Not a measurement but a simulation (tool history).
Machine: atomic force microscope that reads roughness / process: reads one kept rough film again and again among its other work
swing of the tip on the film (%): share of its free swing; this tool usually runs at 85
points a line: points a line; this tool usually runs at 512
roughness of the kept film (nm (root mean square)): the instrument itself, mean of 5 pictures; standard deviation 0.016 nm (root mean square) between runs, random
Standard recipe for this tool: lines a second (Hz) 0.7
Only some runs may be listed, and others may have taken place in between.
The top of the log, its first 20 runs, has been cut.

| run | hour | lines a second (Hz) | swing of the tip on the film (%) | points a line | roughness of the kept film (nm (root mean square)) |
|---|---|---|---|---|---|
| 21 | 1219.2 | 0.7 | 74 | 512 | 3.629 |
|  | 1288.6 | new tip fitted |
| 22 | 1302.7 | 0.552 | 58 | 474 | 3.911 |
| 23 | 1348.1 | 3.128 | 82 | 944 | 3.384 |
|  | 1415.2 | new tip fitted |
| 24 | 1427.1 | 3.128 | 82 | 944 | 3.626 |
| 25 | 1465.3 | 0.7 | 85 | 603 | 3.647 |
| 26 | 1504.1 | 2.337 | 61 | 603 | 3.472 |
|  | 1545.5 | new tip fitted |
| 27 | 1560.9 | 2.337 | 65 | 448 | 3.835 |
| 28 | 1627.1 | 2.337 | 65 | 448 | 3.457 |
|  | 1672.8 | new tip fitted |
| 29 | 1697.9 | 2.337 | 65 | 448 | 3.773 |
| 30 | 1759.1 | 0.888 | 61 | 395 | 3.497 |
|  | 1802.1 | new tip fitted |
| 31 | 1838 | 0.888 | 61 | 395 | 3.69 |
| 32 | 1912.3 | 0.888 | 61 | 395 | 3.366 |
|  | 1930.6 | new tip fitted |
| 33 | 1962.9 | 1.612 | 85 | 292 | 3.628 |
| 34 | 2040.9 | 0.603 | 68 | 710 | 3.387 |
|  | 2062.9 | new tip fitted |
| 35 | 2080.5 | 0.817 | 85 | 487 | 3.795 |
| 36 | 2125.2 | 0.817 | 85 | 487 | 3.54 |
|  | 2194 | new tip fitted |
| 37 | 2208.7 | 0.817 | 85 | 487 | 3.8 |
| 38 | 2261.7 | 0.817 | 71 | 291 | 3.506 |
|  | 2320.4 | new tip fitted |
| 39 | 2320.4 | 0.817 | 66 | 335 | 3.96 |
| 40 | 2404.6 | 0.881 | 70 | 498 | 3.449 |

Consider 3 possible next runs. They are alternatives, not a sequence: every one starts from the tool as it was left by run 40. What does each give?
|  | 2448.6 | new tip fitted |
| A | 2485.5 | 0.881 | 56 | 364 | ? |
|  | 2448.6 | new tip fitted |
| B | 2485.5 | 0.963 | 79 | 420 | ? |
|  | 2448.6 | new tip fitted |
| C | 2485.5 | 1.291 | 76 | 498 | ? |

| run | roughness of the kept film (nm (root mean square)) |
|---|---|
| A | 3.717 |
| B | 3.667 |
| C | 3.678 |
With no hidden state in the tool, these same runs would have given:
| run | roughness of the kept film (nm (root mean square)) |
|---|---|
| A | 4.012 |
| B | 3.958 |
| C | 3.969 |
